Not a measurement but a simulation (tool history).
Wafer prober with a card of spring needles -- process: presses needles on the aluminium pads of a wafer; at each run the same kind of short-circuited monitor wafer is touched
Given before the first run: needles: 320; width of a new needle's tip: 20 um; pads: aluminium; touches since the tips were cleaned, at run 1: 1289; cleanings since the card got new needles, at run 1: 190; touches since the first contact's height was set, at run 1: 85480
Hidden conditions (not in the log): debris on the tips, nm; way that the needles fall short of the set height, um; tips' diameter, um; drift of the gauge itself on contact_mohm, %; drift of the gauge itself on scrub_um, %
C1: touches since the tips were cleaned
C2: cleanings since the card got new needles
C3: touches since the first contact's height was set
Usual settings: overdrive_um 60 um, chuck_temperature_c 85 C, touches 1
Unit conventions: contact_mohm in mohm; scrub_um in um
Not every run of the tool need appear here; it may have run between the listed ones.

{"run": 1, "hour": 0.0, "overdrive_um": 60, "chuck_temperature_c": 85, "touches": 1, "C1": 1289, "C2": 190, "C3": 85480, "contact_mohm": 269, "scrub_um": 14.12}
{"hour": 3.1, "done": "tips cleaned on abrasive film"}
{"hour": 8.2, "done": "tips cleaned on abrasive film"}
{"hour": 13.3, "done": "tips cleaned on abrasive film"}
{"hour": 18.4, "done": "tips cleaned on abrasive film"}
{"hour": 23.5, "done": "tips cleaned on abrasive film"}
{"hour": 28.6, "done": "tips cleaned on abrasive film"}
{"run": 2, "hour": 28.7, "overdrive_um": 77, "chuck_temperature_c": 85, "touches": 1, "C1": 80, "C2": 196, "C3": 104419, "contact_mohm": 249, "scrub_um": 18.15}
{"hour": 32.8, "done": "tips cleaned on abrasive film"}
{"hour": 37.0, "done": "tips cleaned on abrasive film"}
{"hour": 42.1, "done": "tips cleaned on abrasive film"}
{"hour": 47.2, "done": "tips cleaned on abrasive film"}
{"hour": 52.3, "done": "tips cleaned on abrasive film"}
{"hour": 57.4, "done": "tips cleaned on abrasive film"}
{"hour": 62.5, "done": "tips cleaned on abrasive film"}
{"run": 3, "hour": 65.8, "overdrive_um": 60, "chuck_temperature_c": 85, "touches": 1, "C1": 2250, "C2": 203, "C3": 128899, "contact_mohm": 280, "scrub_um": 13.91}
{"hour": 66.9, "done": "tips cleaned on abrasive film"}
{"hour": 72.0, "done": "tips cleaned on abrasive film"}
{"hour": 73.3, "done": "height of the first contact set anew"}
{"hour": 77.4, "done": "tips cleaned on abrasive film"}
{"hour": 82.5, "done": "tips cleaned on abrasive film"}
{"hour": 87.6, "done": "tips cleaned on abrasive film"}
{"hour": 92.7, "done": "tips cleaned on abrasive film"}
{"hour": 97.8, "done": "tips cleaned on abrasive film"}
{"run": 4, "hour": 98.8, "overdrive_um": 60, "chuck_temperature_c": 85, "touches": 1, "C1": 655, "C2": 210, "C3": 16820, "contact_mohm": 263, "scrub_um": 14.45}
{"hour": 102.9, "done": "tips cleaned on abrasive film"}
{"hour": 108.0, "done": "tips cleaned on abrasive film"}
{"hour": 113.1, "done": "tips cleaned on abrasive film"}
{"hour": 118.2, "done": "tips cleaned on abrasive film"}
{"hour": 122.3, "done": "tips cleaned on abrasive film"}
{"hour": 127.2, "done": "tips cleaned on abrasive film"}
{"run": 5, "hour": 127.2, "overdrive_um": 60, "chuck_temperature_c": 85, "touches": 1, "C1": 0, "C2": 216, "C3": 35511, "contact_mohm": 252, "scrub_um": 14.48}
{"hour": 132.3, "done": "tips cleaned on abrasive film"}
{"hour": 137.4, "done": "tips cleaned on abrasive film"}
{"hour": 142.5, "done": "tips cleaned on abrasive film"}
{"hour": 147.6, "done": "tips cleaned on abrasive film"}
{"hour": 152.7, "done": "tips cleaned on abrasive film"}
{"hour": 157.8, "done": "tips cleaned on abrasive film"}
{"hour": 162.9, "done": "tips cleaned on abrasive film"}
{"run": 6, "hour": 163.0, "overdrive_um": 60, "chuck_temperature_c": 77, "touches": 1, "C1": 39, "C2": 223, "C3": 59124, "contact_mohm": 254, "scrub_um": 14.21}
{"hour": 167.1, "done": "tips cleaned on abrasive film"}
{"hour": 172.2, "done": "tips cleaned on abrasive film"}
{"hour": 177.3, "done": "tips cleaned on abrasive film"}
{"hour": 182.4, "done": "tips cleaned on abrasive film"}
{"hour": 187.5, "done": "tips cleaned on abrasive film"}
{"hour": 192.6, "done": "tips cleaned on abrasive film"}
{"hour": 197.7, "done": "tips cleaned on abrasive film"}
{"run": 7, "hour": 200.0, "overdrive_um": 60, "chuck_temperature_c": 77, "touches": 1, "C1": 1560, "C2": 230, "C3": 83583, "contact_mohm": 273, "scrub_um": 14.12}
{"hour": 202.1, "done": "tips cleaned on abrasive film"}
{"hour": 207.2, "done": "tips cleaned on abrasive film"}
{"hour": 211.3, "done": "tips cleaned on abrasive film"}
{"hour": 216.4, "done": "tips cleaned on abrasive film"}
{"hour": 221.5, "done": "tips cleaned on abrasive film"}
{"hour": 226.6, "done": "tips cleaned on abrasive film"}
{"run": 8, "hour": 229.7, "overdrive_um": 60, "chuck_temperature_c": 77, "touches": 3, "C1": 2043, "C2": 236, "C3": 103141, "contact_mohm": 259, "scrub_um": 14.27}
{"hour": 230.8, "done": "tips cleaned on abrasive film"}
{"hour": 234.9, "done": "tips cleaned on abrasive film"}
{"hour": 240.0, "done": "tips cleaned on abrasive film"}
{"hour": 245.1, "done": "tips cleaned on abrasive film"}
{"hour": 250.2, "done": "tips cleaned on abrasive film"}
{"hour": 255.3, "done": "tips cleaned on abrasive film"}
{"hour": 260.4, "done": "tips cleaned on abrasive film"}
{"hour": 265.5, "done": "tips cleaned on abrasive film"}
{"run": 9, "hour": 266.0, "overdrive_um": 60, "chuck_temperature_c": 77, "touches": 3, "C1": 367, "C2": 244, "C3": 127073, "contact_mohm": 250, "scrub_um": 13.85}
{"hour": 270.1, "done": "tips cleaned on abrasive film"}
{"hour": 275.2, "done": "tips cleaned on abrasive film"}
{"hour": 276.5, "done": "height of the first contact set anew"}
{"hour": 280.6, "done": "tips cleaned on abrasive film"}
{"hour": 285.7, "done": "tips cleaned on abrasive film"}
{"hour": 290.8, "done": "tips cleaned on abrasive film"}
{"hour": 296.0, "done": "tips cleaned on abrasive film"}
{"hour": 301.1, "done": "tips cleaned on abrasive film"}
{"run": 10, "hour": 303.0, "overdrive_um": 60, "chuck_temperature_c": 77, "touches": 3, "C1": 1294, "C2": 251, "C3": 17459, "contact_mohm": 250, "scrub_um": 14.6}
{"hour": 306.1, "done": "tips cleaned on abrasive film"}
{"hour": 311.2, "done": "tips cleaned on abrasive film"}
{"hour": 316.3, "done": "tips cleaned on abrasive film"}
{"hour": 320.4, "done": "tips cleaned on abrasive film"}
{"hour": 325.5, "done": "tips cleaned on abrasive film"}
{"hour": 330.6, "done": "tips cleaned on abrasive film"}
{"hour": 335.7, "done": "tips cleaned on abrasive film"}
{"hour": 340.8, "done": "tips cleaned on abrasive film"}
{"run": 11, "hour": 343.5, "overdrive_um": 60, "chuck_temperature_c": 77, "touches": 3, "C1": 1799, "C2": 259, "C3": 44179, "contact_mohm": 258, "scrub_um": 14.28}
{"hour": 345.6, "done": "tips cleaned on abrasive film"}
{"hour": 350.7, "done": "tips cleaned on abrasive film"}
{"hour": 355.8, "done": "tips cleaned on abrasive film"}
{"hour": 360.9, "done": "tips cleaned on abrasive film"}
{"run": 12, "hour": 361.0, "overdrive_um": 60, "chuck_temperature_c": 77, "touches": 3, "C1": 49, "C2": 263, "C3": 55678, "contact_mohm": 245, "scrub_um": 14.38}
{"hour": 365.1, "done": "tips cleaned on abrasive film"}
{"hour": 370.2, "done": "tips cleaned on abrasive film"}
{"hour": 375.3, "done": "tips cleaned on abrasive film"}
{"hour": 380.4, "done": "tips cleaned on abrasive film"}
{"hour": 385.5, "done": "tips cleaned on abrasive film"}
{"hour": 390.6, "done": "tips cleaned on abrasive film"}
{"run": 13, "hour": 393.8, "overdrive_um": 60, "chuck_temperature_c": 77, "touches": 3, "C1": 2146, "C2": 269, "C3": 77360, "contact_mohm": 262, "scrub_um": 14.21}
{"hour": 394.9, "done": "tips cleaned on abrasive film"}
{"hour": 399.0, "done": "tips cleaned on abrasive film"}
{"hour": 404.1, "done": "tips cleaned on abrasive film"}
{"hour": 408.2, "done": "tips cleaned on abrasive film"}
{"hour": 413.3, "done": "tips cleaned on abrasive film"}
{"hour": 417.4, "done": "tips cleaned on abrasive film"}
{"hour": 422.5, "done": "tips cleaned on abrasive film"}
{"hour": 427.6, "done": "tips cleaned on abrasive film"}
{"run": 14, "hour": 428.0, "overdrive_um": 52, "chuck_temperature_c": 85, "touches": 2, "C1": 238, "C2": 277, "C3": 99826, "contact_mohm": 256, "scrub_um": 11.96}
{"hour": 432.1, "done": "tips cleaned on abrasive film"}
{"hour": 437.2, "done": "tips cleaned on abrasive film"}
{"hour": 442.3, "done": "tips cleaned on abrasive film"}
{"hour": 447.4, "done": "tips cleaned on abrasive film"}
{"hour": 452.5, "done": "tips cleaned on abrasive film"}
{"hour": 457.6, "done": "tips cleaned on abrasive film"}
{"hour": 461.7, "done": "tips cleaned on abrasive film"}
{"hour": 466.2, "done": "tips cleaned on abrasive film"}
{"run": 15, "hour": 466.2, "overdrive_um": 42, "chuck_temperature_c": 85, "touches": 2, "C1": 0, "C2": 285, "C3": 125001, "contact_mohm": 264, "scrub_um": 9.47}
{"hour": 470.3, "done": "tips cleaned on abrasive film"}
{"hour": 475.4, "done": "tips cleaned on abrasive film"}
{"hour": 479.7, "done": "height of the first contact set anew"}
{"hour": 480.8, "done": "tips cleaned on abrasive film"}
{"hour": 485.9, "done": "tips cleaned on abrasive film"}
{"hour": 491.0, "done": "tips cleaned on abrasive film"}
{"hour": 496.1, "done": "tips cleaned on abrasive film"}
{"hour": 501.1, "done": "tips cleaned on abrasive film"}
{"run": 16, "hour": 501.1, "overdrive_um": 76, "chuck_temperature_c": 85, "touches": 1, "C1": 0, "C2": 292, "C3": 14044, "contact_mohm": 251, "scrub_um": 18.54}

Estimate the outcome of run 17 from the log above:
{"hour": 506.2, "done": "tips cleaned on abrasive film"}
{"hour": 511.3, "done": "tips cleaned on abrasive film"}
{"hour": 516.4, "done": "tips cleaned on abrasive film"}
{"hour": 520.5, "done": "tips cleaned on abrasive film"}
{"run": 17, "hour": 522.0, "overdrive_um": 41, "chuck_temperature_c": 28, "touches": 3, "C1": 1017, "C2": 296, "C3": 27858, "contact_mohm": "?", "scrub_um": "?"}

Run 17 came out at contact_mohm 255 mohm, scrub_um 9.95 um.
Were there no unlogged condition in the tool, this run, its random variation unchanged, would have produced contact_mohm 236 mohm, scrub_um 10.14 um.

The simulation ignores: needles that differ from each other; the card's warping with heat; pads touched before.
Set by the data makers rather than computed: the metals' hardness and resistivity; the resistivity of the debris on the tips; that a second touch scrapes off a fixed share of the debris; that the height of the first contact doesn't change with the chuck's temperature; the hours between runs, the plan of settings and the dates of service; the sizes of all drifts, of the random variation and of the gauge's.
